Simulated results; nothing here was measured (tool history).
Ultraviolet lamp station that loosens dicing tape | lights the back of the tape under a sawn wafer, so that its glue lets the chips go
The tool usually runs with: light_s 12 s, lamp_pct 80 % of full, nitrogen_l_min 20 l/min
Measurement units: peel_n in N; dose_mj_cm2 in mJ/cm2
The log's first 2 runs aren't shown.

| run | hour | light_s | lamp_pct | nitrogen_l_min | hours of work of the lamp | hours of work since the window was cleaned | peel_n | dose_mj_cm2 |
|---|---|---|---|---|---|---|---|---|
| 3 | 48.9 | 17 | 80 | 20 | 121 | 247 | 0.504 | 556 |
| 4 | 94.6 | 17 | 80 | 20 | 144 | 270 | 0.530 | 548 |
| 5 | 125.4 | 17 | 80 | 20 | 159 | 285 | 0.550 | 546 |
| 6 | 149.3 | 12 | 72 | 20 | 171 | 297 | 1.351 | 344 |
| 7 | 179.0 | 8 | 80 | 20 | 186 | 312 | 2.226 | 254 |
| 8 | 203.9 | 8 | 80 | 20 | 199 | 325 | 2.209 | 253 |
| 9 | 244.8 | 12 | 80 | 20 | 219 | 345 | 1.147 | 377 |
| 10 | 276.5 | 6 | 80 | 20 | 235 | 361 | 3.154 | 183 |
| 11 | 320.6 | 12 | 80 | 20 | 257 | 383 | 1.199 | 372 |
| 12 | 347.8 | 12 | 80 | 20 | 271 | 397 | 1.208 | 363 |
| 13 | 386.5 | 12 | 80 | 20 | 290 | 416 | 1.261 | 361 |
| 14 | 418.1 | 12 | 80 | 20 | 306 | 432 | 1.255 | 360 |
| 15 | 457.6 | 12 | 75 | 20 | 326 | 452 | 1.401 | 337 |
| 16 | 497.0 | 12 | 75 | 20 | 346 | 472 | 1.416 | 329 |
| 17 | 535.6 | 12 | 67 | 20 | 365 | 491 | 1.681 | 296 |
| 18 | 563.7 | 12 | 80 | 25 | 379 | 505 | 1.219 | 349 |
| 19 | 599.8 | 12 | 80 | 25 | 397 | 523 | 1.193 | 348 |
| 20 | 627.3 | 12 | 80 | 25 | 411 | 537 | 1.253 | 339 |
| 21 | 664.7 | 8 | 80 | 20 | 430 | 556 | 2.495 | 230 |

Predict the results of run 22:
| 22 | 708.7 | 21 | 88 | 20 | 452 | 578 | ? | ? |

peel_n: 0.386 N
dose_mj_cm2: 650 mJ/cm2
On a tool with no hidden condition, and with the same random variation, this run would have come out at peel_n 0.265 N, dose_mj_cm2 805 mJ/cm2.
